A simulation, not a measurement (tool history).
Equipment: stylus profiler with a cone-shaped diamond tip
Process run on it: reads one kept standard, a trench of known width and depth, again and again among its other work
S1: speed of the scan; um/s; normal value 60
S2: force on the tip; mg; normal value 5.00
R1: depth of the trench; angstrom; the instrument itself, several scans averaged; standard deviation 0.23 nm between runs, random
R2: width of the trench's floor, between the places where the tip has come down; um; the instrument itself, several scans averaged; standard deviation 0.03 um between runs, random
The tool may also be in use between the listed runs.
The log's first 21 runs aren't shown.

run	hour	S1	S2	R1	R2
22	253.6	60	5.00	10169.2	22.88
23	265.0	60	5.00	10171.1	22.90
24	275.0	60	2.59	10111.6	22.78
25	283.8	27	3.60	10138.8	22.91
# hour 285.6: height scale calibrated on a step standard
26	294.8	21	5.89	10192.7	23.03
27	308.4	55	2.86	10129.5	22.77
28	324.9	48	2.85	10129.3	22.81
29	335.6	48	2.16	10104.7	22.78
# hour 341.7: height scale calibrated on a step standard, once more
30	344.5	48	2.16	10094.3	22.71
31	360.8	68	6.32	10190.4	22.79
32	369.9	68	6.32	10191.1	22.75
33	379.5	68	6.32	10188.1	22.80
34	395.9	78	1.71	10076.8	22.45
35	407.5	23	5.00	10164.6	22.88
36	424.0	45	2.19	10098.6	22.69
37	437.5	45	2.19	10097.5	22.69
38	446.4	223	2.28	10099.6	21.52
39	453.9	223	14.54	10330.6	22.34
40	470.0	223	14.54	10333.0	22.32
41	484.9	16	14.54	10335.6	22.88
42	492.9	16	14.54	10329.6	22.81
43	501.9	61	1.71	10088.2	22.43
44	515.8	83	3.53	10137.0	22.48
45	523.7	83	3.53	10132.7	22.40

Each row is a separate what-if for the run after 45, all from the same tool condition, not one after another. Results?
A	533.6	162	4.01	?	?
B	533.6	15	2.84	?	?
C	533.6	29	3.65	?	?
D	533.6	94	3.53	?	?
E	533.6	83	5.75	?	?

run	R1	R2
A	10146.2	22.06
B	10114.8	22.76
C	10132.0	22.70
D	10132.5	22.30
E	10186.8	22.52
Had the tool no hidden state, the same runs would have come out as:
run	R1	R2
A	10140.4	23.23
B	10109.0	23.93
C	10126.2	23.87
D	10126.8	23.47
E	10181.0	23.69
